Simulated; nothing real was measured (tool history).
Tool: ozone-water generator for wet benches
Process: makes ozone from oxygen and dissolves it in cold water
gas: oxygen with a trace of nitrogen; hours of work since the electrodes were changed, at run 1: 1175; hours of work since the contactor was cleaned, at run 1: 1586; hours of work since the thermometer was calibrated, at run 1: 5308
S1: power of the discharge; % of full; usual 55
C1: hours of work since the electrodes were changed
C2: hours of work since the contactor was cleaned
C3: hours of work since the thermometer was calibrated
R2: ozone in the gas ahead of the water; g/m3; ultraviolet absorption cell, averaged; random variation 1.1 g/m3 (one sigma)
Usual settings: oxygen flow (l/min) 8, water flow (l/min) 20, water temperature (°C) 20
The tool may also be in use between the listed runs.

Run 1, hour 0: usual settings; C1 1175; C2 1586; C3 5308. Result: dissolved ozone (ppm) 22.5, R2 202.4 g/m3.
Run 2, hour 31.5: usual settings but water temperature (°C) 14; C1 1200; C2 1611; C3 5333. Result: dissolved ozone (ppm) 25.1, R2 203.8 g/m3.
Run 3, hour 89.3: usual settings but water flow (l/min) 12; C1 1247; C2 1658; C3 5379. Result: dissolved ozone (ppm) 32.7, R2 202.8 g/m3.
Run 4, hour 132.6: usual settings but water flow (l/min) 12; C1 1281; C2 1692; C3 5414. Result: dissolved ozone (ppm) 33, R2 204 g/m3.
Run 5, hour 162.4: usual settings but oxygen flow (l/min) 4.89, water flow (l/min) 12; C1 1305; C2 1716; C3 5438. Result: dissolved ozone (ppm) 38.1, R2 282.8 g/m3.
Run 6, hour 209.2: usual settings; C1 1342; C2 1753; C3 5475. Result: dissolved ozone (ppm) 22.5, R2 203 g/m3.
Run 7, hour 270.4: usual settings; C1 1391; C2 1802; C3 5524. Result: dissolved ozone (ppm) 22.5, R2 204.8 g/m3.
Run 8, hour 303: usual settings; C1 1417; C2 1828; C3 5550. Result: dissolved ozone (ppm) 22.4, R2 206.2 g/m3.
Run 9, hour 337.2: usual settings; C1 1445; C2 1856; C3 5578. Result: dissolved ozone (ppm) 22.6, R2 202.3 g/m3.
Run 10, hour 384.8: usual settings but oxygen flow (l/min) 7.81; C1 1483; C2 1894; C3 5616. Result: dissolved ozone (ppm) 22.7, R2 208.3 g/m3.
Run 11, hour 443.8: usual settings but oxygen flow (l/min) 7.81; C1 1530; C2 1941; C3 5663. Result: dissolved ozone (ppm) 22.7, R2 210.5 g/m3.
Run 12, hour 476.2: usual settings but oxygen flow (l/min) 11.53; C1 1556; C2 1967; C3 5689. Result: dissolved ozone (ppm) 20, R2 159.9 g/m3.
Run 13, hour 538.9: usual settings but oxygen flow (l/min) 11.53; C1 1606; C2 2017; C3 5739. Result: dissolved ozone (ppm) 20.5, R2 160.1 g/m3.
At hour 545: water thermometer calibrated.
Run 14, hour 590: usual settings but oxygen flow (l/min) 10.51; C1 1647; C2 2058; C3 36. Result: dissolved ozone (ppm) 20.9, R2 169 g/m3.
Run 15, hour 654.9: usual settings but water temperature (°C) 14; C1 1698; C2 2109; C3 88. Result: dissolved ozone (ppm) 25.2, R2 205.4 g/m3.
Run 16, hour 682.1: usual settings but water temperature (°C) 14; C1 1720; C2 2131; C3 110. Result: dissolved ozone (ppm) 25.1, R2 203.4 g/m3.
Run 17, hour 727.5: usual settings but S1 47 % of full; C1 1757; C2 2168; C3 146. Result: dissolved ozone (ppm) 20, R2 178.2 g/m3.
Run 18, hour 756.4: usual settings but S1 47 % of full, water flow (l/min) 30, water temperature (°C) 24; C1 1780; C2 2191; C3 169. Result: dissolved ozone (ppm) 12.6, R2 178.1 g/m3.
Run 19, hour 790.6: usual settings but S1 47 % of full, water flow (l/min) 30, water temperature (°C) 24; C1 1807; C2 2218; C3 196. Result: dissolved ozone (ppm) 12.9, R2 178.8 g/m3.
Run 20, hour 840.8: usual settings but S1 44 % of full, oxygen flow (l/min) 8.27; C1 1847; C2 2258; C3 237. Result: dissolved ozone (ppm) 18.3, R2 165 g/m3.
Run 21, hour 882.1: usual settings but S1 56 % of full; C1 1880; C2 2291; C3 270. Result: dissolved ozone (ppm) 23.1, R2 211.3 g/m3.
Run 22, hour 928.5: usual settings but S1 46 % of full, oxygen flow (l/min) 12.8, water flow (l/min) 25, water temperature (°C) 19; C1 1917; C2 2328; C3 307. Result: dissolved ozone (ppm) 14.7, R2 130.1 g/m3.
Run 23, hour 980.8: usual settings but S1 46 % of full, oxygen flow (l/min) 12.8, water flow (l/min) 25, water temperature (°C) 19; C1 1959; C2 2370; C3 349. Result: dissolved ozone (ppm) 14.5, R2 127.2 g/m3.
Run 24, hour 1023.8: usual settings but S1 64 % of full, oxygen flow (l/min) 8.68, water flow (l/min) 16, water temperature (°C) 19; C1 1993; C2 2404; C3 383. Result: dissolved ozone (ppm) 30.4, R2 222.9 g/m3.
Run 25, hour 1067.9: usual settings but S1 72 % of full, water temperature (°C) 12; C1 2029; C2 2440; C3 418. Result: dissolved ozone (ppm) 32.7, R2 260.3 g/m3.
Run 26, hour 1125.9: usual settings but S1 51 % of full, water flow (l/min) 30, water temperature (°C) 12; C1 2075; C2 2486; C3 465. Result: dissolved ozone (ppm) 16.4, R2 194.5 g/m3.
Run 27, hour 1181.3: usual settings but S1 51 % of full, water flow (l/min) 30, water temperature (°C) 12; C1 2119; C2 2530; C3 509. Result: dissolved ozone (ppm) 16.4, R2 194.9 g/m3.
Run 28, hour 1229.2: usual settings but oxygen flow (l/min) 11.78; C1 2158; C2 2569; C3 547. Result: dissolved ozone (ppm) 20.2, R2 159.5 g/m3.
Run 29, hour 1274.7: usual settings but oxygen flow (l/min) 7.4, water flow (l/min) 14, water temperature (°C) 12; C1 2194; C2 2605; C3 584. Result: dissolved ozone (ppm) 35.8, R2 220.5 g/m3.
Run 30, hour 1341.6: usual settings but S1 62 % of full, water flow (l/min) 21, water temperature (°C) 25; C1 2248; C2 2659; C3 637. Result: dissolved ozone (ppm) 21.9, R2 229 g/m3.
Run 31, hour 1386.1: usual settings but S1 62 % of full, oxygen flow (l/min) 10.06, water temperature (°C) 22; C1 2283; C2 2694; C3 673. Result: dissolved ozone (ppm) 22.6, R2 197.1 g/m3.
Run 32, hour 1452.5: usual settings but S1 62 % of full, oxygen flow (l/min) 10.06, water temperature (°C) 22; C1 2336; C2 2747; C3 726. Result: dissolved ozone (ppm) 22.3, R2 196.7 g/m3.

The same runs without the tool's hidden state, with the same run-to-run variation:
The hidden state here: yield of the discharge, % of new electrodes'; contactor's efficiency, % of a clean one's; true water temperature over the reading, C; drift of the gauge itself on ozone_ppm, %; drift of the gauge itself on gas_g_m3, %.
run     R2
  1  202.4
  2  203.8
  3  202.5
  4  203.6
  5  282.1
  6  202.3
  7    204
  8  205.2
  9  201.2
 10  207.1
 11    209
 12  158.7
 13  158.7
 14  167.4
 15  203.3
 16  201.2
 17  176.1
 18  175.9
 19  176.6
 20  162.8
 21  208.4
 22  128.2
 23  125.1
 24  219.3
 25  255.9
 26    191
 27  191.2
 28  156.4
 29    216
 30  224.1
 31  192.7
 32  192.1
dissolved ozone (ppm): within 0.1 of the measured result in every run.

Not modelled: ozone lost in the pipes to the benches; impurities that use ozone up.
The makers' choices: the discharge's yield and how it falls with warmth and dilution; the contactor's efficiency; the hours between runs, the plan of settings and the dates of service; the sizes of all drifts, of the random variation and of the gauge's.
